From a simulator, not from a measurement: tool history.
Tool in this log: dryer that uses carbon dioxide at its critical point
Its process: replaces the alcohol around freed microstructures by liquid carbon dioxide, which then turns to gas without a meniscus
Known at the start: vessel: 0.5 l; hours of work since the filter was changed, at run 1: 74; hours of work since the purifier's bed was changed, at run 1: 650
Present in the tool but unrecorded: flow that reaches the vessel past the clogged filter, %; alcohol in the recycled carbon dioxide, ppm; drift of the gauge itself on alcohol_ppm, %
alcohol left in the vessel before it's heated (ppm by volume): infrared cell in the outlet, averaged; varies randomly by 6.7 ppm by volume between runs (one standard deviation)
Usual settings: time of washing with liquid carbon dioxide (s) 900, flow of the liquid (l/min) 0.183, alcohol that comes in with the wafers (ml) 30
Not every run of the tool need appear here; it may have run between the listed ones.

run	hour	time of washing with liquid carbon dioxide (s)	flow of the liquid (l/min)	alcohol that comes in with the wafers (ml)	hours of work since the filter was changed	hours of work since the purifier's bed was changed	alcohol left in the vessel before it's heated (ppm by volume)
1	0	900	0.183	30	74	650	511
2	23.8	660	0.183	30	86	661	1755
3	53.6	900	0.183	30	100	675	562
4	80.2	900	0.183	30	112	688	604
5	113.6	900	0.183	30	128	703	652
6	137.8	900	0.183	30	140	715	653
7	161.8	900	0.132	30	151	726	2357
# hour 168.1: inlet filter changed
8	188.8	900	0.132	30	10	739	1536
9	207.4	840	0.128	85	19	747	6039
10	242.9	840	0.128	85	35	764	6369
11	267.4	840	0.128	85	47	776	6504

Describe how what the log doesn't record of the tool's condition differs between the last listed run preceding each entry between runs and the first listed run following it.
In the gap between runs 7 and 8: inlet filter changed (hour 168.1)
  flow that reaches the vessel past the clogged filter, %: 86.8 -> 99.1; alcohol in the recycled carbon dioxide, ppm: 107.3 -> 108.8
  measured value less the no-hidden-state value, alcohol left in the vessel before it's heated (ppm by volume): +988 -> +152

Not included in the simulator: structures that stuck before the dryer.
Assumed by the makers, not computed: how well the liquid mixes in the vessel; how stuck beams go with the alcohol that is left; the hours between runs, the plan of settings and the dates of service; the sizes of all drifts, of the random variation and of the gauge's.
